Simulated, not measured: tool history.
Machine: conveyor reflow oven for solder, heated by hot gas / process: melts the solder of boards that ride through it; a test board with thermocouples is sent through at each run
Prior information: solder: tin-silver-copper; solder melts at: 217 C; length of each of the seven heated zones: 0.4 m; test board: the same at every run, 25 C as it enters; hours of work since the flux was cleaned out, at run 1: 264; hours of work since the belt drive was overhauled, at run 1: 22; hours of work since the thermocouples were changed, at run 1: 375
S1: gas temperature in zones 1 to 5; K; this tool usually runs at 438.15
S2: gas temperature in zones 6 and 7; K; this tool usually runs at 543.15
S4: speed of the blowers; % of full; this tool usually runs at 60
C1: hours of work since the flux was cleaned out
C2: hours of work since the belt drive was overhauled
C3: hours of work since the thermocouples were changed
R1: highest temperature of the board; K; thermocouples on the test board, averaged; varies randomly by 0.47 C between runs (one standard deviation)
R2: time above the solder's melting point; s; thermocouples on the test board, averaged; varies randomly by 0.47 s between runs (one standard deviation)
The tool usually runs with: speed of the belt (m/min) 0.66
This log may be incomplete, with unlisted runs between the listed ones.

run 1 hour=0 | S1=438.15 S2=543.15 speed_of_the_belt_(m/min)=0.66 S4=60 | C1=264 C2=22 C3=375 | R1=519.25 R2=46
run 2 hour=6.4 | S1=438.15 S2=543.15 speed_of_the_belt_(m/min)=0.66 S4=60 | C1=267 C2=25 C3=378 | R1=519.15 R2=45.8
run 3 hour=10.4 | S1=438.15 S2=543.15 speed_of_the_belt_(m/min)=0.66 S4=60 | C1=269 C2=27 C3=380 | R1=518.75 R2=45.1
run 4 hour=14.6 | S1=438.15 S2=543.15 speed_of_the_belt_(m/min)=0.66 S4=60 | C1=270 C2=29 C3=382 | R1=519.85 R2=45.6
run 5 hour=19.1 | S1=438.15 S2=539.15 speed_of_the_belt_(m/min)=0.66 S4=60 | C1=272 C2=30 C3=384 | R1=515.15 R2=42.3
run 6 hour=23.5 | S1=438.15 S2=539.15 speed_of_the_belt_(m/min)=0.66 S4=60 | C1=274 C2=32 C3=385 | R1=515.55 R2=41.7
run 7 hour=27.8 | S1=438.15 S2=543.15 speed_of_the_belt_(m/min)=0.66 S4=60 | C1=276 C2=34 C3=387 | R1=518.45 R2=45.2
run 8 hour=36.6 | S1=438.15 S2=543.15 speed_of_the_belt_(m/min)=0.66 S4=60 | C1=280 C2=38 C3=391 | R1=518.65 R2=45.4
run 9 hour=45.5 | S1=438.15 S2=543.15 speed_of_the_belt_(m/min)=0.66 S4=60 | C1=283 C2=42 C3=395 | R1=519.45 R2=45.2
run 10 hour=54.1 | S1=438.15 S2=543.15 speed_of_the_belt_(m/min)=0.66 S4=60 | C1=287 C2=45 C3=398 | R1=519.05 R2=45
run 11 hour=60 | S1=438.15 S2=543.15 speed_of_the_belt_(m/min)=0.66 S4=52 | C1=289 C2=48 C3=401 | R1=515.85 R2=40.5
run 12 hour=67.3 | S1=438.15 S2=533.15 speed_of_the_belt_(m/min)=0.531 S4=52 | C1=293 C2=51 C3=404 | R1=515.75 R2=53.5
run 13 hour=74.9 | S1=428.15 S2=537.15 speed_of_the_belt_(m/min)=0.774 S4=53 | C1=296 C2=54 C3=407 | R1=500.55 R2=16.1

Run 14 is up next; what results do you expect?
run 14 hour=81.5 | S1=432.15 S2=555.15 speed_of_the_belt_(m/min)=0.66 S4=63 | C1=299 C2=57 C3=410 | R1=? R2=?

Logged for run 14: R1 529.15 K, R2 50.6 s.
Minus the tool's unlogged condition, the same run would have read R1 532.85 K, R2 53.3 s.

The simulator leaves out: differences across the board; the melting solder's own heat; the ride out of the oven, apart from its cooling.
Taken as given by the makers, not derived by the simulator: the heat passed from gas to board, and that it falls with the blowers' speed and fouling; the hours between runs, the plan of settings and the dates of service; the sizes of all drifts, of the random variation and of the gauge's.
